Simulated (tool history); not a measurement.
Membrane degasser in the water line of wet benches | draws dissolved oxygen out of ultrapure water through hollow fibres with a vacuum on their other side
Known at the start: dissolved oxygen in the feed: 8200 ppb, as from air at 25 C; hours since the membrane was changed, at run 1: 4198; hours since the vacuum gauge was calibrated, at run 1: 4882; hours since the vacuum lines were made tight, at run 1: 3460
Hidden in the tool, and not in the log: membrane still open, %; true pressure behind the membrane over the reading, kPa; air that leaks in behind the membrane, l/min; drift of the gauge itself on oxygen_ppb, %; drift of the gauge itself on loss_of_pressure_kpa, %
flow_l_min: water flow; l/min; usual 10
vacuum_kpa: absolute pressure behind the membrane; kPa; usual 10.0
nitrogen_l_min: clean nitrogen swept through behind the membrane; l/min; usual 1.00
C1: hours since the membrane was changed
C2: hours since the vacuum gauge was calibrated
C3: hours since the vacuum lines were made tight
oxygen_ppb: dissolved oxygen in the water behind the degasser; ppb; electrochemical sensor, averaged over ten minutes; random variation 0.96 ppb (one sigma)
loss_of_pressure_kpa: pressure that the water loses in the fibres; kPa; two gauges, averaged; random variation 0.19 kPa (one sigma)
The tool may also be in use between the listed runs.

Run 1, hour 0.0: usual settings; C1 4198; C2 4882; C3 3460. Result: oxygen_ppb 170.8 ppb, loss_of_pressure_kpa 38.31 kPa.
Run 2, hour 81.0: usual settings; C1 4279; C2 4963; C3 3541. Result: oxygen_ppb 171.4 ppb, loss_of_pressure_kpa 38.23 kPa.
Run 3, hour 218.4: usual settings but vacuum_kpa 18.9 kPa; C1 4416; C2 5100; C3 3678. Result: oxygen_ppb 370.6 ppb, loss_of_pressure_kpa 38.50 kPa.
Run 4, hour 316.0: usual settings but flow_l_min 9 l/min; C1 4514; C2 5198; C3 3776. Result: oxygen_ppb 152.7 ppb, loss_of_pressure_kpa 35.05 kPa.
Run 5, hour 402.1: usual settings but flow_l_min 9 l/min; C1 4600; C2 5284; C3 3862. Result: oxygen_ppb 151.4 ppb, loss_of_pressure_kpa 34.61 kPa.
Run 6, hour 476.6: usual settings but flow_l_min 9 l/min; C1 4674; C2 5358; C3 3936. Result: oxygen_ppb 152.1 ppb, loss_of_pressure_kpa 34.62 kPa.
Run 7, hour 582.7: usual settings but flow_l_min 9 l/min, vacuum_kpa 6.6 kPa; C1 4780; C2 5464; C3 4042. Result: oxygen_ppb 81.2 ppb, loss_of_pressure_kpa 34.64 kPa.
Run 8, hour 719.7: usual settings but flow_l_min 9 l/min, vacuum_kpa 6.6 kPa; C1 4917; C2 5601; C3 4179. Result: oxygen_ppb 81.6 ppb, loss_of_pressure_kpa 34.49 kPa.
Run 9, hour 797.9: usual settings but flow_l_min 7 l/min; C1 4996; C2 5680; C3 4258. Result: oxygen_ppb 117.1 ppb, loss_of_pressure_kpa 27.26 kPa.
Run 10, hour 853.6: usual settings but flow_l_min 7 l/min; C1 5051; C2 5735; C3 4313. Result: oxygen_ppb 120.6 ppb, loss_of_pressure_kpa 26.82 kPa.
Run 11, hour 940.2: usual settings; C1 5138; C2 5822; C3 4400. Result: oxygen_ppb 167.4 ppb, loss_of_pressure_kpa 38.54 kPa.
Run 12, hour 1033.0: usual settings; C1 5231; C2 5915; C3 4493. Result: oxygen_ppb 167.9 ppb, loss_of_pressure_kpa 38.28 kPa.
Run 13, hour 1153.5: usual settings but vacuum_kpa 9.2 kPa; C1 5351; C2 6035; C3 4613. Result: oxygen_ppb 149.1 ppb, loss_of_pressure_kpa 38.48 kPa.
Run 14, hour 1214.8: usual settings but flow_l_min 14 l/min, vacuum_kpa 11.3 kPa, nitrogen_l_min 2.70 l/min; C1 5413; C2 6097; C3 4674. Result: oxygen_ppb 122.4 ppb, loss_of_pressure_kpa 53.96 kPa.
Run 15, hour 1277.4: usual settings but vacuum_kpa 20.4 kPa; C1 5475; C2 6159; C3 4737. Result: oxygen_ppb 396.3 ppb, loss_of_pressure_kpa 38.56 kPa.
Run 16, hour 1338.3: usual settings but vacuum_kpa 20.4 kPa, nitrogen_l_min 1.20 l/min; C1 5536; C2 6220; C3 4798. Result: oxygen_ppb 335.6 ppb, loss_of_pressure_kpa 38.28 kPa.
Run 17, hour 1467.7: usual settings but vacuum_kpa 20.8 kPa, nitrogen_l_min 2.42 l/min; C1 5665; C2 6349; C3 4927. Result: oxygen_ppb 180.8 ppb, loss_of_pressure_kpa 38.57 kPa.
Run 18, hour 1538.8: usual settings but vacuum_kpa 20.8 kPa, nitrogen_l_min 2.42 l/min; C1 5736; C2 6421; C3 4998. Result: oxygen_ppb 184.2 ppb, loss_of_pressure_kpa 38.68 kPa.
Run 19, hour 1652.3: usual settings but flow_l_min 15 l/min, vacuum_kpa 11.0 kPa, nitrogen_l_min 2.42 l/min; C1 5850; C2 6534; C3 5112. Result: oxygen_ppb 138.2 ppb, loss_of_pressure_kpa 58.09 kPa.
Run 20, hour 1716.6: usual settings but vacuum_kpa 6.4 kPa, nitrogen_l_min 0.48 l/min; C1 5914; C2 6598; C3 5176. Result: oxygen_ppb 154.0 ppb, loss_of_pressure_kpa 38.55 kPa.
Run 21, hour 1794.9: usual settings but flow_l_min 8 l/min, vacuum_kpa 8.2 kPa, nitrogen_l_min 0.63 l/min; C1 5993; C2 6677; C3 5255. Result: oxygen_ppb 148.9 ppb, loss_of_pressure_kpa 31.02 kPa.
At hour 1805.9: vacuum gauge calibrated.
At hour 1897.1: gauge calibrated.
Run 22, hour 1916.6: usual settings but flow_l_min 8 l/min, vacuum_kpa 8.2 kPa, nitrogen_l_min 2.70 l/min; C1 6114; C2 111; C3 5376. Result: oxygen_ppb 44.1 ppb, loss_of_pressure_kpa 30.83 kPa.
Run 23, hour 2038.8: usual settings but flow_l_min 8 l/min, vacuum_kpa 8.2 kPa, nitrogen_l_min 2.70 l/min; C1 6236; C2 233; C3 5498. Result: oxygen_ppb 43.9 ppb, loss_of_pressure_kpa 30.66 kPa.
Run 24, hour 2103.1: usual settings but flow_l_min 8 l/min, vacuum_kpa 8.2 kPa, nitrogen_l_min 2.70 l/min; C1 6300; C2 297; C3 5562. Result: oxygen_ppb 44.2 ppb, loss_of_pressure_kpa 30.83 kPa.
Run 25, hour 2173.7: usual settings but flow_l_min 6 l/min, vacuum_kpa 7.3 kPa, nitrogen_l_min 1.33 l/min; C1 6371; C2 368; C3 5633. Result: oxygen_ppb 49.3 ppb, loss_of_pressure_kpa 23.30 kPa.

Measured less the same run without the tool's hidden state. The same run-to-run variation is in both; the gauge's scatter may not be:
run  oxygen_ppb
  1        +0.2
  2        +0.0
  3        -1.0
  4        -0.6
  5        -0.8
  6        -0.9
  7        -0.6
  8        -0.8
  9        -1.3
 10        -1.4
 11        -2.1
 12        -2.4
 13        -2.4
 14        -2.1
 15        -7.5
 16        -6.6
 17        -3.9
 18        -4.2
 19        -3.3
 20        -3.7
 21        -3.8
 22        +0.0
 23        +0.0
 24        -0.1
 25        -0.2
loss_of_pressure_kpa: within 0.04 kPa of the measured result in every run.
